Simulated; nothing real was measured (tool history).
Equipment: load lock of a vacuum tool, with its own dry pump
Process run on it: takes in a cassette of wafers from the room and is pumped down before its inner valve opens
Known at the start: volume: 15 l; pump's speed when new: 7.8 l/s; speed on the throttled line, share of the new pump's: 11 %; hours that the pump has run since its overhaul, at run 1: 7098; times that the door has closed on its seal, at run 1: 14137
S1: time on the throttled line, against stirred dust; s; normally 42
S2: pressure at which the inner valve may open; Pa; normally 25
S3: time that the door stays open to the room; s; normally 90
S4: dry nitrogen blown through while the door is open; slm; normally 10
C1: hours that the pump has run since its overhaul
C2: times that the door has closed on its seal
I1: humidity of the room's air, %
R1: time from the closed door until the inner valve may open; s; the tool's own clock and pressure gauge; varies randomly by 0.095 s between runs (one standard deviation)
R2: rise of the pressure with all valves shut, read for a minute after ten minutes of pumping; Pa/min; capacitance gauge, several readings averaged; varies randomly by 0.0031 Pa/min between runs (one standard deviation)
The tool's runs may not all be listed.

run 1 hour=0.0 | S1=42 S2=25 S3=90 S4=10 | C1=7098 C2=14137 | I1=44.7 | R1=53.63 R2=0.075
run 2 hour=119.9 | S1=61 S2=25 S3=90 S4=10 | C1=7217 C2=14295 | I1=41.7 | R1=70.53 R2=0.072
run 3 hour=300.8 | S1=61 S2=25 S3=90 S4=10 | C1=7398 C2=14534 | I1=45.0 | R1=70.45 R2=0.078
run 4 hour=577.7 | S1=61 S2=25 S3=90 S4=10 | C1=7675 C2=14899 | I1=46.6 | R1=70.51 R2=0.079
run 5 hour=836.7 | S1=61 S2=25 S3=90 S4=10 | C1=7934 C2=15241 | I1=41.6 | R1=70.49 R2=0.067
run 6 hour=1009.5 | S1=42 S2=28 S3=90 S4=10 | C1=8107 C2=15469 | I1=43.5 | R1=53.16 R2=0.076
run 7 hour=1287.7 | S1=42 S2=25 S3=90 S4=10 | C1=8385 C2=15837 | I1=45.7 | R1=53.55 R2=0.080
run 8 hour=1494.2 | S1=42 S2=25 S3=90 S4=10 | C1=8592 C2=16109 | I1=43.2 | R1=53.45 R2=0.076
run 9 hour=1750.2 | S1=42 S2=25 S3=90 S4=10 | C1=8848 C2=16447 | I1=42.8 | R1=53.59 R2=0.072
run 10 hour=1871.8 | S1=42 S2=25 S3=90 S4=10 | C1=8969 C2=16608 | I1=45.4 | R1=53.58 R2=0.078
run 11 hour=2024.3 | S1=42 S2=25 S3=90 S4=10 | C1=9122 C2=16809 | I1=45.8 | R1=53.45 R2=0.081
run 12 hour=2262.1 | S1=42 S2=25 S3=90 S4=10 | C1=9360 C2=17123 | I1=45.0 | R1=53.53 R2=0.081
run 13 hour=2399.8 | S1=42 S2=25 S3=90 S4=10 | C1=9497 C2=17305 | I1=42.4 | R1=53.62 R2=0.068
run 14 hour=2639.2 | S1=42 S2=25 S3=64 S4=10 | C1=9737 C2=17621 | I1=46.1 | R1=53.57 R2=0.064
run 15 hour=2875.3 | S1=42 S2=25 S3=64 S4=10 | C1=9973 C2=17933 | I1=45.8 | R1=53.58 R2=0.072
run 16 hour=3016.0 | S1=42 S2=25 S3=64 S4=10 | C1=10114 C2=18118 | I1=45.9 | R1=53.51 R2=0.063
-- hour=3132.7 dry pump taken out, an overhauled one fitted
run 17 hour=3226.4 | S1=42 S2=25 S3=64 S4=10 | C1=94 C2=18388 | I1=46.8 | R1=53.43 R2=0.059
run 18 hour=3420.0 | S1=42 S2=25 S3=64 S4=10 | C1=287 C2=18644 | I1=44.2 | R1=53.46 R2=0.061
run 19 hour=3678.5 | S1=42 S2=47 S3=90 S4=10 | C1=546 C2=18985 | I1=43.3 | R1=52.18 R2=0.078
run 20 hour=3802.6 | S1=42 S2=47 S3=90 S4=10 | C1=670 C2=19149 | I1=46.9 | R1=52.36 R2=0.082
run 21 hour=4000.1 | S1=42 S2=47 S3=90 S4=10 | C1=867 C2=19410 | I1=48.4 | R1=52.33 R2=0.078
run 22 hour=4136.4 | S1=42 S2=47 S3=90 S4=10 | C1=1004 C2=19589 | I1=44.3 | R1=52.12 R2=0.071
run 23 hour=4433.2 | S1=55 S2=45 S3=104 S4=11 | C1=1301 C2=19981 | I1=46.0 | R1=64.14 R2=0.079
run 24 hour=4676.9 | S1=55 S2=45 S3=104 S4=11 | C1=1544 C2=20303 | I1=46.8 | R1=63.88 R2=0.085
run 25 hour=4832.8 | S1=55 S2=45 S3=104 S4=11 | C1=1700 C2=20509 | I1=45.3 | R1=64.01 R2=0.085
run 26 hour=5103.4 | S1=37 S2=20 S3=104 S4=38 | C1=1971 C2=20866 | I1=41.1 | R1=49.50 R2=0.046
run 27 hour=5247.9 | S1=42 S2=25 S3=26 S4=19 | C1=2115 C2=21057 | I1=44.1 | R1=53.62 R2=0.038
run 28 hour=5393.4 | S1=45 S2=21 S3=119 S4=16 | C1=2261 C2=21249 | I1=46.3 | R1=56.48 R2=0.078
run 29 hour=5691.3 | S1=42 S2=49 S3=90 S4=10 | C1=2559 C2=21642 | I1=47.2 | R1=52.08 R2=0.085
run 30 hour=5918.0 | S1=50 S2=22 S3=233 S4=11 | C1=2785 C2=21941 | I1=40.9 | R1=60.89 R2=0.128
run 31 hour=6142.1 | S1=42 S2=25 S3=90 S4=19 | C1=3009 C2=22237 | I1=46.9 | R1=53.45 R2=0.068
run 32 hour=6401.2 | S1=42 S2=23 S3=90 S4=10 | C1=3269 C2=22579 | I1=42.1 | R1=53.58 R2=0.070
run 33 hour=6591.9 | S1=73 S2=23 S3=210 S4=10 | C1=3459 C2=22831 | I1=43.6 | R1=81.14 R2=0.123
run 34 hour=6765.6 | S1=30 S2=46 S3=90 S4=10 | C1=3633 C2=23060 | I1=42.0 | R1=41.56 R2=0.068
run 35 hour=7056.8 | S1=68 S2=28 S3=125 S4=29 | C1=3924 C2=23445 | I1=42.9 | R1=76.65 R2=0.066
run 36 hour=7288.5 | S1=42 S2=25 S3=90 S4=27 | C1=4156 C2=23751 | I1=44.1 | R1=53.53 R2=0.060
run 37 hour=7477.9 | S1=27 S2=34 S3=47 S4=10 | C1=4345 C2=24001 | I1=45.3 | R1=39.48 R2=0.055

Below are 3 alternative next runs, each starting from the tool's condition after run 37. Predict each:
run A hour=7758.9 | S1=61 S2=37 S3=54 S4=10 | C1=4626 C2=24372 | I1=45.2 | R1=? R2=?
run B hour=7758.9 | S1=48 S2=23 S3=32 S4=10 | C1=4626 C2=24372 | I1=45.2 | R1=? R2=?
run C hour=7758.9 | S1=27 S2=28 S3=47 S4=5 | C1=4626 C2=24372 | I1=45.4 | R1=? R2=?

run=A R1=69.65 R2=0.059
run=B R1=59.15 R2=0.046
run=C R1=39.88 R2=0.067
With the hidden condition removed and each run's random variation left untouched, the same runs would have given:
run=A R1=69.65 R2=0.057
run=B R1=59.14 R2=0.045
run=C R1=39.88 R2=0.066
